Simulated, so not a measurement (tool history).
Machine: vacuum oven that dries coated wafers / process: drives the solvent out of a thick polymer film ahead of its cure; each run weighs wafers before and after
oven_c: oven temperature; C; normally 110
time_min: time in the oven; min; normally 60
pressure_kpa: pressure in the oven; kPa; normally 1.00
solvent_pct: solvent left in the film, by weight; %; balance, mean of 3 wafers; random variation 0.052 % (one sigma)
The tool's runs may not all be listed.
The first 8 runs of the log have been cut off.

run	day	oven_c	time_min	pressure_kpa	hours of work since the thermocouples were calibrated	hours of work since the vacuum gauge was cleaned of residue	solvent_pct
9	19.629	110	60	1.00	624	624	1.45
10	21.125	110	60	1.00	644	644	1.56
11	23.421	110	60	2.57	676	676	2.34
12	26.238	110	31	1.00	714	714	3.51
13	28.967	110	60	0.91	752	752	1.52
14	31.933	110	60	0.91	793	793	1.44
15	33.350	99	60	1.00	812	812	3.73
16	36.796	99	60	1.00	859	859	3.70
17	39.467	99	60	1.00	896	896	3.73
18	41.221	99	60	1.00	920	920	3.71
19	43.658	99	60	1.00	954	954	3.74
20	45.188	99	60	1.00	975	975	3.80

What does the tool deliver on the next run?
21	48.029	117	63	1.00	1014	1014	?

For run 21 the tool returned solvent_pct 0.77 %.
Were there no unlogged condition in the tool, this run, its random variation unchanged, would have produced solvent_pct 0.70 %.
